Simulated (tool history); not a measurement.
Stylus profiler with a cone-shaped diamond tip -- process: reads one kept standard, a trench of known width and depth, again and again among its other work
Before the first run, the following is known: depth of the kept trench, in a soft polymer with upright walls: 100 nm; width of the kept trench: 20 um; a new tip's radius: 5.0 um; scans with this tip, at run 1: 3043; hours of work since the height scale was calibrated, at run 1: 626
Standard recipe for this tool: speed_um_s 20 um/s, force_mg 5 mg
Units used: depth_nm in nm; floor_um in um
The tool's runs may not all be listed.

run   hour  speed_um_s  force_mg  scans with this tip  hours of work since the height scale was calibrated  depth_nm  floor_um
  1      0          20         5                 3043                                                  626       102     17.84
  2   23.6          20      8.38                 3105                                                  639    102.76     17.79
  3   41.7          10         5                 3153                                                  649    102.02     17.81
  4   64.8          10         5                 3214                                                  662    102.02     17.78
  5   93.2          27         5                 3289                                                  677    102.04     17.72
  6  115.1          27         5                 3347                                                  689    102.02     17.78
  7  137.5          27         5                 3406                                                  701     102.1     17.86
  8  153.2          27         5                 3448                                                  710    101.97     17.76
  9  167.6          27         5                 3486                                                  718    101.99     17.79
 10  194.6          20         5                 3557                                                  732    102.11     17.73
 11  208.5          20         5                 3594                                                  740    102.23     17.75
 12  227.4          20         5                 3644                                                  750    102.09     17.77
 13  245.8          20         5                 3693                                                  760    102.05     17.76
 14  268.9          20         5                 3754                                                  773     102.2     17.75
 15    283          20         5                 3791                                                  780    102.08     17.77
 16  298.9          20         5                 3833                                                  789    102.24     17.71
     301.2  -- height scale calibrated on a step standard
 17  319.3          20         5                 3886                                                   10    102.33     17.74
 18  338.6          20         5                 3937                                                   20    102.24     17.81
 19  362.2          20         5                 3999                                                   33    102.14     17.72
 20  381.7          20         5                 4051                                                   44     102.3     17.77
 21    399           9         5                 4097                                                   53    102.23     17.78
 22  413.7          20         5                 4136                                                   61    102.25     17.73
     420.4  -- height scale calibrated on a step standard, once more
 23  432.7          20         5                 4185                                                    7    101.84     17.78
 24  456.6          10      3.91                 4248                                                   20    101.39     17.74
 25  471.7          10      3.91                 4288                                                   28    101.51      17.7
 26  484.9          46      10.1                 4323                                                   35    102.85     17.73
 27  511.4          46      10.1                 4393                                                   50    102.82     17.76
 28  540.9          16      2.76                 4471                                                   66     101.3     17.74
 29  569.1          20      8.43                 4546                                                   81    102.63      17.7
 30  588.4          12      1.74                 4597                                                   92    100.94     17.69
 31  617.3          33      5.08                 4673                                                  107    101.82      17.7
 32  632.7           7      4.58                 4714                                                  116    101.63     17.72
 33  651.6           7      4.58                 4764                                                  126    101.71     17.74
 34  674.3          46      4.98                 4824                                                  138    101.89     17.67
 35  694.7           6     13.78                 4878                                                  149    103.59     17.69
 36  708.8           6     11.14                 4915                                                  157    102.89     17.69
 37  732.7          50      2.68                 4978                                                  170    101.25     17.67
 38  747.1          50      2.68                 5017                                                  178    101.21     17.63
 39  768.7          80      7.34                 5074                                                  190    102.42     17.65
 40  786.5          80      7.34                 5121                                                  199    102.39     17.65
 41  815.5          53      1.85                 5198                                                  215       101     17.56
 42  829.9          13         5                 5236                                                  223     101.9     17.66
 43  850.1          13      8.92                 5289                                                  234    102.73     17.72
 44  864.5          14     12.71                 5327                                                  242    103.47     17.71
 45  891.1          14     12.71                 5398                                                  256    103.31     17.76

For each run, the measured value with the value that run would have given without the tool's hidden condition subtracted. The run-to-run variation is shared by both, the gauge scatter possibly not:
What the log doesn't record here: radius of the tip, um; height scale over the true one, %; drift of the gauge itself on depth_nm, %; drift of the gauge itself on floor_um, %.
run  depth_nm  floor_um
  1     +0.27     -0.19
  2     +0.28     -0.19
  3     +0.29      -0.2
  4     +0.29      -0.2
  5      +0.3      -0.2
  6     +0.31      -0.2
  7     +0.31      -0.2
  8     +0.31     -0.21
  9     +0.32     -0.22
 10     +0.32     -0.22
 11     +0.34     -0.22
 12     +0.33     -0.22
 13     +0.34     -0.23
 14     +0.35     -0.22
 15     +0.35     -0.23
 16     +0.36     -0.24
 17     +0.48     -0.23
 18     +0.48     -0.23
 19     +0.49     -0.24
 20     +0.49     -0.24
 21      +0.5     -0.24
 22      +0.5     -0.25
 23     +0.03     -0.25
 24     +0.04     -0.25
 25     +0.04     -0.25
 26     +0.04     -0.25
 27     +0.04     -0.26
 28     +0.06     -0.26
 29     +0.07     -0.27
 30     +0.07     -0.28
 31     +0.07     -0.27
 32     +0.08     -0.28
 33     +0.09     -0.28
 34      +0.1     -0.28
 35     +0.11     -0.28
 36     +0.11     -0.29
 37     +0.11     -0.29
 38     +0.11     -0.29
 39     +0.12      -0.3
 40     +0.13      -0.3
 41     +0.14      -0.3
 42     +0.14      -0.3
 43     +0.14     -0.31
 44     +0.15     -0.31
 45     +0.16     -0.31
